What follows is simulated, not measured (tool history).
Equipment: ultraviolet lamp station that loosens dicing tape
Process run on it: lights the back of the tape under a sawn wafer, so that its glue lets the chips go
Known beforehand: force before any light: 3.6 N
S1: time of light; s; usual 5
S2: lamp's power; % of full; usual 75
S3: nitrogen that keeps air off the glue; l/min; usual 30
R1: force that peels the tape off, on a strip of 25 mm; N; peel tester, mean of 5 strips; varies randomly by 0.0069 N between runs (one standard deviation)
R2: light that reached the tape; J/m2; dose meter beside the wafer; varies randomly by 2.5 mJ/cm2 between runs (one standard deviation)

run	hour	S1	S2	S3	R1	R2
1	0	5	75	30	0.252	2970
2	15.1	5	75	30	0.237	2970
3	32.2	5	75	30	0.241	2950
4	56.4	5	75	30	0.244	2990
5	77.3	5	75	30	0.247	3000
6	97.3	5	75	30	0.23	2970
7	112	5	75	30	0.238	2950
8	123.6	5	75	11	0.473	2980
9	133.9	5	75	11	0.433	2920
10	156.3	5	75	18	0.336	2920
11	168.3	5	75	18	0.335	3000
12	179.1	5	75	18	0.325	3010
13	199.9	5	75	30	0.255	2980
14	223.3	5	75	30	0.238	2960
15	243.2	5	75	30	0.239	2990
16	254.9	5	75	30	0.246	2950
17	276.7	5	75	30	0.245	3010
18	293.8	5	75	30	0.24	3000
19	307.7	5	90	30	0.188	3520
20	320.3	5	90	30	0.18	3620
21	334	5	75	30	0.24	3010
22	352.8	5	75	38	0.214	2990
23	366	5	75	38	0.216	2970
24	383.5	5	75	38	0.219	2980
25	397.4	5	91	31	0.187	3610
26	417.6	5	66	31	0.311	2600
27	427.6	9	75	30	0.114	5330
28	445.5	3	77	42	0.483	1860
29	466.6	6	84	43	0.141	3990
30	482.2	9	71	57	0.115	5110
31	498.4	7	73	30	0.158	4030
32	514.5	3	68	12	1.086	1610
33	537.5	8	75	30	0.127	4780
34	548.7	8	75	30	0.126	4740
35	566.7	5	61	30	0.344	2410
36	583.3	4	69	30	0.412	2200
# hour 594.4: window cleaned of glue's vapour
37	607.1	7	75	12	0.227	4130
38	621.6	5	90	16	0.255	3530
39	646	2	90	16	1.13	1460
40	665.6	2	90	16	1.116	1410
41	679.3	6	75	30	0.18	3590
42	700.4	4	80	30	0.32	2510
43	711.1	5	87	50	0.15	3430

Predict each of these 3 candidate next runs independently; none follows another, all start after run 43:
A	735.2	5	76	47	?	?
B	735.2	5	86	50	?	?
C	735.2	5	65	50	?	?

run	R1	R2
A	0.181	3010
B	0.155	3420
C	0.233	2550
Without the tool's unlogged condition, the same runs would have read:
run	R1	R2
A	0.18	3020
B	0.154	3430
C	0.231	2560

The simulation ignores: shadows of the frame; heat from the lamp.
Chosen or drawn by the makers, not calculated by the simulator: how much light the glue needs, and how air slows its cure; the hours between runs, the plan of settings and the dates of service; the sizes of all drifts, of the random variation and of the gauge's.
